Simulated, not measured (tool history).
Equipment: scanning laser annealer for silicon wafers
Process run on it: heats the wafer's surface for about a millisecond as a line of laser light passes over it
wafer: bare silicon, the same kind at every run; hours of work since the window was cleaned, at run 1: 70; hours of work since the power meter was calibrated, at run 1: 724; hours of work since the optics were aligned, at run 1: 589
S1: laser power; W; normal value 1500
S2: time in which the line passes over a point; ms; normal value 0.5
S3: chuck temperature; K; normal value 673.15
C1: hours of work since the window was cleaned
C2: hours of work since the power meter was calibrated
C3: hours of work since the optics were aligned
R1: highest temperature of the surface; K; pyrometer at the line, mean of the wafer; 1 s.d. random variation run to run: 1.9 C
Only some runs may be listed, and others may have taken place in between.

{"run": 1, "hour": 0.0, "S1": 1500, "S2": 0.5, "S3": 673.15, "C1": 70, "C2": 724, "C3": 589, "R1": 1405.15}
{"run": 2, "hour": 24.2, "S1": 1500, "S2": 0.5, "S3": 673.15, "C1": 87, "C2": 741, "C3": 605, "R1": 1406.15}
{"run": 3, "hour": 43.2, "S1": 1500, "S2": 0.5, "S3": 681.15, "C1": 100, "C2": 754, "C3": 619, "R1": 1413.15}
{"run": 4, "hour": 71.3, "S1": 1500, "S2": 0.5, "S3": 673.15, "C1": 119, "C2": 774, "C3": 638, "R1": 1405.15}
{"run": 5, "hour": 102.4, "S1": 1500, "S2": 0.5, "S3": 673.15, "C1": 141, "C2": 795, "C3": 660, "R1": 1405.15}
{"run": 6, "hour": 126.5, "S1": 1500, "S2": 0.5, "S3": 673.15, "C1": 158, "C2": 812, "C3": 676, "R1": 1408.15}
{"run": 7, "hour": 155.2, "S1": 1500, "S2": 0.5, "S3": 673.15, "C1": 178, "C2": 832, "C3": 696, "R1": 1403.15}
{"run": 8, "hour": 179.7, "S1": 1500, "S2": 0.566, "S3": 673.15, "C1": 195, "C2": 849, "C3": 713, "R1": 1452.15}
{"run": 9, "hour": 206.9, "S1": 1464, "S2": 0.566, "S3": 673.15, "C1": 214, "C2": 868, "C3": 732, "R1": 1436.15}
{"run": 10, "hour": 227.6, "S1": 1464, "S2": 0.566, "S3": 673.15, "C1": 228, "C2": 882, "C3": 747, "R1": 1434.15}
{"run": 11, "hour": 250.9, "S1": 1464, "S2": 0.566, "S3": 673.15, "C1": 244, "C2": 898, "C3": 763, "R1": 1435.15}
{"run": 12, "hour": 277.9, "S1": 1477, "S2": 0.566, "S3": 673.15, "C1": 263, "C2": 917, "C3": 782, "R1": 1438.15}
{"run": 13, "hour": 294.3, "S1": 1477, "S2": 0.566, "S3": 673.15, "C1": 274, "C2": 928, "C3": 793, "R1": 1441.15}
{"run": 14, "hour": 307.7, "S1": 1477, "S2": 0.566, "S3": 673.15, "C1": 284, "C2": 938, "C3": 802, "R1": 1444.15}
{"run": 15, "hour": 333.6, "S1": 1521, "S2": 0.5, "S3": 673.15, "C1": 302, "C2": 956, "C3": 820, "R1": 1416.15}
{"run": 16, "hour": 359.5, "S1": 1521, "S2": 0.5, "S3": 662.15, "C1": 320, "C2": 974, "C3": 838, "R1": 1400.15}
{"run": 17, "hour": 390.8, "S1": 1521, "S2": 0.552, "S3": 662.15, "C1": 341, "C2": 996, "C3": 860, "R1": 1445.15}
{"run": 18, "hour": 422.2, "S1": 1558, "S2": 0.5, "S3": 673.15, "C1": 363, "C2": 1017, "C3": 882, "R1": 1432.15}
{"run": 19, "hour": 441.7, "S1": 1510, "S2": 0.507, "S3": 673.15, "C1": 377, "C2": 1031, "C3": 895, "R1": 1412.15}
{"run": 20, "hour": 468.9, "S1": 1510, "S2": 0.507, "S3": 673.15, "C1": 396, "C2": 1050, "C3": 914, "R1": 1414.15}
{"run": 21, "hour": 484.0, "S1": 1354, "S2": 0.557, "S3": 699.15, "C1": 406, "C2": 1060, "C3": 925, "R1": 1399.15}
{"run": 22, "hour": 505.5, "S1": 1342, "S2": 0.557, "S3": 699.15, "C1": 421, "C2": 1075, "C3": 940, "R1": 1391.15}
{"run": 23, "hour": 533.5, "S1": 1342, "S2": 0.557, "S3": 699.15, "C1": 440, "C2": 1095, "C3": 959, "R1": 1394.15}
{"run": 24, "hour": 550.3, "S1": 1631, "S2": 0.554, "S3": 635.15, "C1": 452, "C2": 1106, "C3": 971, "R1": 1470.15}
{"run": 25, "hour": 570.7, "S1": 1282, "S2": 0.466, "S3": 657.15, "C1": 466, "C2": 1120, "C3": 985, "R1": 1264.15}
{"run": 26, "hour": 602.6, "S1": 1279, "S2": 0.4, "S3": 633.15, "C1": 488, "C2": 1143, "C3": 1007, "R1": 1189.15}

Predict each of these 4 candidate next runs independently; none follows another, all start after run 26:
{"run": "A", "hour": 628.9, "S1": 1501, "S2": 0.6, "S3": 664.15, "C1": 507, "C2": 1161, "C3": 1025, "R1": "?"}
{"run": "B", "hour": 628.9, "S1": 1279, "S2": 0.522, "S3": 708.15, "C1": 507, "C2": 1161, "C3": 1025, "R1": "?"}
{"run": "C", "hour": 628.9, "S1": 1446, "S2": 0.62, "S3": 645.15, "C1": 507, "C2": 1161, "C3": 1025, "R1": "?"}
{"run": "D", "hour": 628.9, "S1": 1486, "S2": 0.56, "S3": 674.15, "C1": 507, "C2": 1161, "C3": 1025, "R1": "?"}

run=A R1=1469.15
run=B R1=1349.15
run=C R1=1435.15
run=D R1=1445.15
Take away the tool's hidden state, keep each run's random variation, and the runs would have read:
run=A R1=1470.15
run=B R1=1350.15
run=C R1=1436.15
run=D R1=1446.15

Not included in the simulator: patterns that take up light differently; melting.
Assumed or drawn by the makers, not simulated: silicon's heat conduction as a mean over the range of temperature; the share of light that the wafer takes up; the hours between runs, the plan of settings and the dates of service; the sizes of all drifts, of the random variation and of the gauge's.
